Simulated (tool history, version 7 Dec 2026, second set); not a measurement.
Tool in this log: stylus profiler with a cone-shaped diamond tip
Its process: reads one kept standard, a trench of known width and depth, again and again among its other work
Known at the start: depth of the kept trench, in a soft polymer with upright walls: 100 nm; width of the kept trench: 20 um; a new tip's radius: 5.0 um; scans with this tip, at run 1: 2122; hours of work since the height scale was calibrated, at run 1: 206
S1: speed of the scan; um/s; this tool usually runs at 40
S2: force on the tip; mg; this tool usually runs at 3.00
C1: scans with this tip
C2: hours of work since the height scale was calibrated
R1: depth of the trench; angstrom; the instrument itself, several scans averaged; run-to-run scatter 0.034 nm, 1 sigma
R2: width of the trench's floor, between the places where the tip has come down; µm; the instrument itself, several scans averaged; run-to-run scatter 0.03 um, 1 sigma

run,day,S1,S2,C1,C2,R1,R2
1,0.000,40,3.00,2122,206,1006.5,17.87
2,1.542,142,3.00,2389,232,1006.9,17.40
3,2.838,75,3.00,2613,254,1006.7,17.70
4,3.588,75,4.62,2744,267,1008.5,17.69
5,4.346,40,3.00,2875,279,1006.2,17.79
6,5.612,40,3.00,3094,301,1006.9,17.84
7,6.529,40,3.00,3253,316,1006.9,17.86
8,7.292,40,3.00,3385,329,1006.6,17.87
9,8.296,40,3.00,3560,346,1007.0,17.84
10,9.029,40,3.00,3687,358,1006.5,17.83
11,10.038,40,3.00,3861,375,1006.8,17.85
12,11.033,40,3.00,4034,392,1006.3,17.85
13,12.642,40,3.00,4313,419,1006.6,17.82
14,13.417,40,1.85,4447,432,1005.0,17.80
15,14.225,40,3.00,4587,446,1006.9,17.81
16,15.604,40,3.00,4826,469,1007.3,17.79
17,17.096,40,1.25,5084,494,1003.3,17.77
18,18.662,10,3.00,5355,520,1006.4,17.96
19,19.871,10,3.00,5565,541,1007.0,17.98
20,20.538,10,3.00,5681,552,1006.3,17.92
21,21.921,10,1.45,5920,575,1004.2,17.96
22,22.829,10,1.45,6078,591,1004.2,17.94
23,24.388,10,1.45,6348,617,1004.3,17.90
24,25.650,10,1.45,6566,638,1004.4,17.94
25,26.512,71,7.81,6716,652,1012.8,17.80
26,27.812,94,2.58,6942,674,1006.0,17.49
27,28.562,37,2.77,7072,687,1006.3,17.83
28,29.704,37,2.26,7269,706,1005.5,17.85
29,31.054,37,2.26,7503,729,1005.3,17.81
30,32.162,70,4.18,7695,748,1008.4,17.75
31,33.179,70,4.18,7872,765,1008.0,17.74
32,34.483,22,4.18,8098,787,1008.7,17.91
33,36.092,23,7.22,8376,814,1011.9,17.97
34,37.583,14,1.05,8635,839,1003.1,17.90
35,38.675,99,2.43,8824,857,1005.7,17.55
36,39.692,40,4.40,9000,874,1008.8,17.88
37,40.438,52,6.53,9129,887,1011.0,17.86
# day 41.500: new tip fitted, height scale calibrated
38,41.750,49,3.55,44,4,1007.9,17.83
39,42.904,26,8.62,243,24,1013.9,17.91
40,44.500,26,8.62,520,51,1013.7,18.00
41,45.262,40,6.64,652,63,1010.8,17.91
42,46.488,21,5.91,865,84,1010.5,17.98
43,47.967,31,5.16,1120,109,1009.3,17.91
44,48.650,31,5.16,1239,120,1009.5,17.89
45,49.408,66,4.13,1370,133,1007.7,17.78
46,50.721,66,4.13,1598,155,1008.2,17.76
47,51.454,26,1.12,1725,168,1003.4,17.79

How the hidden state differs across the entries between the runs, from the last listed run before each to the first after it:
Run 37 -> run 38: new tip fitted, height scale calibrated (day 41.500)
  radius of the tip, um: 5.1 -> 5; height scale over the true one, %: -0.007 -> 0.001
  the result without the hidden state subtracted from the measured one, R2: -0.03 -> +0.00 µm
